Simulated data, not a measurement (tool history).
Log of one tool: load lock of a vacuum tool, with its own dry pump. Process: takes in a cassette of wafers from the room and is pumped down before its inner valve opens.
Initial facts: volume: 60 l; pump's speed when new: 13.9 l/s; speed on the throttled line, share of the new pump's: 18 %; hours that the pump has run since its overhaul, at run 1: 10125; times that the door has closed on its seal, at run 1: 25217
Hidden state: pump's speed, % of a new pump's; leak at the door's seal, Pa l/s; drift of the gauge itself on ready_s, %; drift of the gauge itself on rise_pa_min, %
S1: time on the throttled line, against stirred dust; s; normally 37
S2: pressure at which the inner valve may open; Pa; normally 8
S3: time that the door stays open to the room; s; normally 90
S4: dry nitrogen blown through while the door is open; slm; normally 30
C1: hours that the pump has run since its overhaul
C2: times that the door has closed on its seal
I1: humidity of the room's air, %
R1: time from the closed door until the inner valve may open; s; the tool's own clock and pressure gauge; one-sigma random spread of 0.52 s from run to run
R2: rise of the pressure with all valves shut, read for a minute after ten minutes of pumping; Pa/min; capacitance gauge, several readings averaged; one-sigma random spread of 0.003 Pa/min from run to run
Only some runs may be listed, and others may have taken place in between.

Run 1, hour 0: usual settings; C1 10125; C2 25217; I1 43.2. Result: R1 80.9 s, R2 0.301 Pa/min.
Run 2, hour 212.5: usual settings; C1 10338; C2 25727; I1 43.2. Result: R1 81.8 s, R2 0.328 Pa/min.
Run 3, hour 386.8: usual settings but S1 18 s; C1 10512; C2 26145; I1 46.7. Result: R1 65.9 s, R2 0.339 Pa/min.
Run 4, hour 648.2: usual settings but S1 18 s; C1 10773; C2 26772; I1 45. Result: R1 67.6 s, R2 0.36 Pa/min.
Run 5, hour 878.5: usual settings but S1 26 s; C1 11004; C2 27325; I1 46.7. Result: R1 73.7 s, R2 0.373 Pa/min.
Run 6, hour 1142.7: usual settings but S1 34 s; C1 11268; C2 27959; I1 44.8. Result: R1 80.3 s, R2 0.383 Pa/min.
Run 7, hour 1265.1: usual settings but S1 34 s; C1 11390; C2 28252; I1 39. Result: R1 79.9 s, R2 0.4 Pa/min.
Run 8, hour 1385.5: usual settings but S1 34 s; C1 11511; C2 28541; I1 43.8. Result: R1 80.4 s, R2 0.402 Pa/min.
Run 9, hour 1665.8: usual settings; C1 11791; C2 29214; I1 45.8. Result: R1 83.2 s, R2 0.41 Pa/min.
Run 10, hour 1876.7: usual settings but S3 201 s; C1 12002; C2 29720; I1 48.1. Result: R1 84.5 s, R2 0.444 Pa/min.
Run 11, hour 2035.1: usual settings but S2 10 Pa; C1 12160; C2 30100; I1 44. Result: R1 81.3 s, R2 0.439 Pa/min.
At hour 2100.7: door's seal changed, seat wiped.
Run 12, hour 2222.3: usual settings but S2 10 Pa; C1 12346; C2 291; I1 43.9. Result: R1 82.5 s, R2 0.017 Pa/min.
Run 13, hour 2482.5: usual settings but S1 41 s; C1 12606; C2 915; I1 47.4. Result: R1 86.7 s, R2 0.025 Pa/min.
Run 14, hour 2603.2: usual settings but S4 4 slm; C1 12727; C2 1205; I1 40.7. Result: R1 83.1 s, R2 0.049 Pa/min.
Run 15, hour 2865.1: usual settings but S4 4 slm; C1 12989; C2 1833; I1 44.7. Result: R1 83.6 s, R2 0.058 Pa/min.
Run 16, hour 2982.8: usual settings but S1 19 s, S2 7 Pa, S3 27 s, S4 13 slm; C1 13107; C2 2116; I1 45.5. Result: R1 71.8 s, R2 0.025 Pa/min.
Run 17, hour 3129.4: usual settings but S1 72 s, S2 7 Pa, S3 27 s, S4 13 slm; C1 13253; C2 2467; I1 43.7. Result: R1 111.9 s, R2 0.024 Pa/min.
At hour 3161.3: dry pump taken out, an overhauled one fitted.
Run 18, hour 3402.5: usual settings but S1 72 s, S2 7 Pa, S3 27 s, S4 13 slm; C1 241; C2 3108; I1 46.8. Result: R1 99.9 s, R2 0.03 Pa/min.
Run 19, hour 3601.7: usual settings but S1 72 s, S2 13 Pa, S3 42 s, S4 12 slm; C1 440; C2 3586; I1 47.8. Result: R1 98 s, R2 0.04 Pa/min.
Run 20, hour 3822.2: usual settings but S1 22 s, S3 58 s, S4 5 slm; C1 661; C2 4115; I1 46. Result: R1 59.2 s, R2 0.059 Pa/min.
Run 21, hour 4029.1: usual settings but S1 22 s, S3 65 s, S4 5 slm; C1 868; C2 4611; I1 45.8. Result: R1 59.5 s, R2 0.067 Pa/min.
Run 22, hour 4181: usual settings but S1 30 s, S2 11 Pa, S3 117 s; C1 1020; C2 4976; I1 46.7. Result: R1 64.4 s, R2 0.054 Pa/min.
Run 23, hour 4306.7: usual settings; C1 1145; C2 5277; I1 44.5. Result: R1 70.9 s, R2 0.049 Pa/min.
Run 24, hour 4423.4: usual settings but S1 63 s, S2 6 Pa, S3 47 s, S4 8 slm; C1 1262; C2 5557; I1 46.7. Result: R1 95.5 s, R2 0.057 Pa/min.
Run 25, hour 4547.9: usual settings but S3 45 s, S4 15 slm; C1 1387; C2 5856; I1 43.2. Result: R1 72.7 s, R2 0.054 Pa/min.
Run 26, hour 4822.4: usual settings but S3 45 s, S4 15 slm; C1 1661; C2 6514; I1 47.7. Result: R1 72.7 s, R2 0.06 Pa/min.
Run 27, hour 5040: usual settings but S3 147 s, S4 15 slm; C1 1879; C2 7037; I1 44.9. Result: R1 71.7 s, R2 0.082 Pa/min.
Run 28, hour 5242.2: usual settings but S3 147 s, S4 15 slm; C1 2081; C2 7521; I1 46.5. Result: R1 72.9 s, R2 0.091 Pa/min.
Run 29, hour 5463.3: usual settings but S1 39 s, S2 12 Pa, S3 29 s, S4 18 slm; C1 2302; C2 8052; I1 47.1. Result: R1 72.8 s, R2 0.065 Pa/min.
Run 30, hour 5604.6: usual settings but S1 73 s, S3 49 s, S4 13 slm; C1 2443; C2 8391; I1 43. Result: R1 101.7 s, R2 0.075 Pa/min.

Results for each run, recomputed without the tool's hidden state and with each run's random variation untouched:
run     R1     R2
  1   71.8  0.008
  2   72.3  0.016
  3   55.4  0.016
  4   56.5  0.016
  5   62.9  0.022
  6   69.5  0.015
  7     69  0.022
  8   69.4  0.014
  9   72.1  0.016
 10   72.9  0.033
 11   70.2  0.017
 12   70.9  0.015
 13   74.8   0.02
 14   70.9  0.042
 15     71  0.048
 16   57.7  0.013
 17  100.9   0.01
 18  100.4  0.013
 19   98.3  0.019
 20   59.5  0.034
 21   59.7  0.039
 22   64.5  0.023
 23   70.9  0.015
 24   95.4  0.022
 25   72.5  0.016
 26   72.3  0.017
 27   71.1  0.033
 28   72.2  0.039
 29     72  0.008
 30  100.9  0.014

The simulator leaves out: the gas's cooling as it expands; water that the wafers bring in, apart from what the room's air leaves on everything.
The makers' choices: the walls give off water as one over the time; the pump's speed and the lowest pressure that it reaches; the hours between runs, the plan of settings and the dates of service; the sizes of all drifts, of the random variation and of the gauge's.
